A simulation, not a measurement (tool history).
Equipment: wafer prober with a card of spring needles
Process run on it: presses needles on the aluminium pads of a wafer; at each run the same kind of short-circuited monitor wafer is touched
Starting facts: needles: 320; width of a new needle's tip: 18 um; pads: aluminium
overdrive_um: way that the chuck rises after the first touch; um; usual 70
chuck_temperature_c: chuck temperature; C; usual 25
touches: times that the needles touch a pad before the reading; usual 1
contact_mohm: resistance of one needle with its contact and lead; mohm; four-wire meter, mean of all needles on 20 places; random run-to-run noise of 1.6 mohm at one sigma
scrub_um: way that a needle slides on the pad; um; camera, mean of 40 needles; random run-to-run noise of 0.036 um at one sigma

run	day	overdrive_um	chuck_temperature_c	touches	contact_mohm	scrub_um
1	0	70	25	1	151	11.64
# day 0.338: tips cleaned on abrasive film
# day 0.679: tips cleaned on abrasive film
# day 1.1: tips cleaned on abrasive film
# day 1.438: tips cleaned on abrasive film
2	1.588	70	25	1	150	11.68
# day 1.842: tips cleaned on abrasive film
# day 2.267: tips cleaned on abrasive film
# day 2.529: height of the first contact set anew
# day 2.7: tips cleaned on abrasive film
# day 3.038: tips cleaned on abrasive film
# day 3.462: tips cleaned on abrasive film
# day 3.8: tips cleaned on abrasive film
3	3.892	50	25	1	157	8.32
# day 4.146: tips cleaned on abrasive film
# day 4.483: tips cleaned on abrasive film
# day 4.908: tips cleaned on abrasive film
# day 5.329: tips cleaned on abrasive film
# day 5.667: tips cleaned on abrasive film
4	5.933	50	25	1	158	8.31
# day 6.021: tips cleaned on abrasive film
# day 6.446: tips cleaned on abrasive film
# day 6.867: tips cleaned on abrasive film
# day 7.204: tips cleaned on abrasive film
# day 7.629: tips cleaned on abrasive film
# day 7.967: tips cleaned on abrasive film
5	8.021	50	25	1	155	8.35
# day 8.362: tips cleaned on abrasive film
# day 8.7: tips cleaned on abrasive film
# day 9.038: tips cleaned on abrasive film
# day 9.379: tips cleaned on abrasive film
# day 9.8: tips cleaned on abrasive film
# day 10.138: tips cleaned on abrasive film
# day 10.479: tips cleaned on abrasive film
# day 10.888: tips cleaned on abrasive film
6	10.888	70	25	1	152	11.7
# day 11.312: tips cleaned on abrasive film
# day 11.65: tips cleaned on abrasive film
# day 11.988: tips cleaned on abrasive film
# day 12.412: tips cleaned on abrasive film
# day 12.833: tips cleaned on abrasive film
# day 13.171: tips cleaned on abrasive film
7	13.304	70	25	1	154	11.77
# day 13.4: height of the first contact set anew
# day 13.575: tips cleaned on abrasive film
# day 13.996: tips cleaned on abrasive film
# day 14.417: tips cleaned on abrasive film
# day 14.842: tips cleaned on abrasive film
8	14.875	70	25	1	151	11.77
# day 15.212: tips cleaned on abrasive film
# day 15.638: tips cleaned on abrasive film
# day 16.058: tips cleaned on abrasive film
# day 16.483: tips cleaned on abrasive film
# day 16.904: tips cleaned on abrasive film
9	16.962	70	33	1	154	11.79
# day 17.304: tips cleaned on abrasive film
# day 17.725: tips cleaned on abrasive film
# day 18.146: tips cleaned on abrasive film
# day 18.488: tips cleaned on abrasive film
# day 18.825: tips cleaned on abrasive film
# day 19.162: tips cleaned on abrasive film
# day 19.588: tips cleaned on abrasive film
# day 19.925: tips cleaned on abrasive film
10	19.971	70	33	1	154	11.81
# day 20.308: tips cleaned on abrasive film
# day 20.65: tips cleaned on abrasive film
# day 21.071: tips cleaned on abrasive film
# day 21.433: tips cleaned on abrasive film
11	21.433	70	33	1	152	11.83
# day 21.771: tips cleaned on abrasive film
# day 22.196: tips cleaned on abrasive film
# day 22.533: tips cleaned on abrasive film
# day 22.871: tips cleaned on abrasive film
# day 23.208: tips cleaned on abrasive film
12	23.279	56	25	1	155	9.48
# day 23.617: tips cleaned on abrasive film
# day 23.954: tips cleaned on abrasive film
# day 24.296: tips cleaned on abrasive film
# day 24.308: height of the first contact set anew
# day 24.729: tips cleaned on abrasive film
# day 25.071: tips cleaned on abrasive film
# day 25.492: tips cleaned on abrasive film
# day 25.912: tips cleaned on abrasive film
# day 26.338: tips cleaned on abrasive film
13	26.408	52	92	1	169	8.81
# day 26.746: tips cleaned on abrasive film
# day 27.088: tips cleaned on abrasive film
# day 27.425: tips cleaned on abrasive film
# day 27.925: card fitted with new needles
# day 28.346: tips cleaned on abrasive film
# day 28.688: tips cleaned on abrasive film
# day 29.108: tips cleaned on abrasive film
14	29.3	52	92	1	170	8.79
# day 29.471: tips cleaned on abrasive film
# day 29.812: tips cleaned on abrasive film
# day 30.233: tips cleaned on abrasive film
# day 30.571: tips cleaned on abrasive film
# day 30.908: gauge calibrated
# day 30.912: tips cleaned on abrasive film
15	31.146	52	92	1	170	8.7
# day 31.321: tips cleaned on abrasive film
# day 31.658: tips cleaned on abrasive film
# day 32.079: tips cleaned on abrasive film
# day 32.504: tips cleaned on abrasive film
# day 32.842: tips cleaned on abrasive film
# day 33.179: tips cleaned on abrasive film
# day 33.604: tips cleaned on abrasive film
16	33.688	52	92	1	167	8.67
# day 34.004: tips cleaned on abrasive film
# day 34.346: tips cleaned on abrasive film
# day 34.683: tips cleaned on abrasive film
# day 35.108: tips cleaned on abrasive film
# day 35.529: tips cleaned on abrasive film
# day 35.867: tips cleaned on abrasive film
17	35.979	77	25	1	153	12.8
# day 36.233: tips cleaned on abrasive film
# day 36.658: tips cleaned on abrasive film
# day 37.079: tips cleaned on abrasive film
# day 37.417: tips cleaned on abrasive film
18	37.617	71	45	2	156	11.87
# day 37.788: tips cleaned on abrasive film
# day 38.125: tips cleaned on abrasive film
# day 38.55: tips cleaned on abrasive film
# day 38.812: height of the first contact set anew
# day 38.983: tips cleaned on abrasive film
# day 39.404: tips cleaned on abrasive film
# day 39.746: tips cleaned on abrasive film
# day 40.167: tips cleaned on abrasive film
# day 40.508: tips cleaned on abrasive film
19	40.538	71	45	2	156	11.87
# day 40.879: tips cleaned on abrasive film
# day 41.217: tips cleaned on abrasive film
# day 41.642: tips cleaned on abrasive film
# day 42.062: tips cleaned on abrasive film
# day 42.4: tips cleaned on abrasive film
# day 42.825: tips cleaned on abrasive film
# day 43.246: tips cleaned on abrasive film
20	43.529	71	45	2	155	11.93
# day 43.617: tips cleaned on abrasive film
# day 44.042: tips cleaned on abrasive film
# day 44.379: tips cleaned on abrasive film
# day 44.717: tips cleaned on abrasive film
# day 45.142: tips cleaned on abrasive film
# day 45.479: tips cleaned on abrasive film
# day 45.817: tips cleaned on abrasive film
# day 46.242: tips cleaned on abrasive film
21	46.308	71	45	2	156	11.93
# day 46.65: tips cleaned on abrasive film
# day 47.071: tips cleaned on abrasive film
# day 47.408: tips cleaned on abrasive film
# day 47.833: tips cleaned on abrasive film
# day 48.171: tips cleaned on abrasive film
# day 48.596: tips cleaned on abrasive film
# day 48.933: tips cleaned on abrasive film
# day 49.354: tips cleaned on abrasive film
22	49.429	85	35	1	152	14.26

The same runs without the tool's hidden state, with the same run-to-run variation:
What the log doesn't record here: debris on the tips, nm; way that the needles fall short of the set height, um; tips' diameter, um; drift of the gauge itself on contact_mohm, %; drift of the gauge itself on scrub_um, %.
run	scrub_um
1	11.65
2	11.67
3	8.3
4	8.28
5	8.3
6	11.62
7	11.67
8	11.66
9	11.65
10	11.66
11	11.66
12	9.33
13	8.65
14	8.62
15	8.7
16	8.65
17	12.76
18	11.82
19	11.8
20	11.83
21	11.81
22	14.09
contact_mohm: at most 1 mohm away from the measurement, every run.
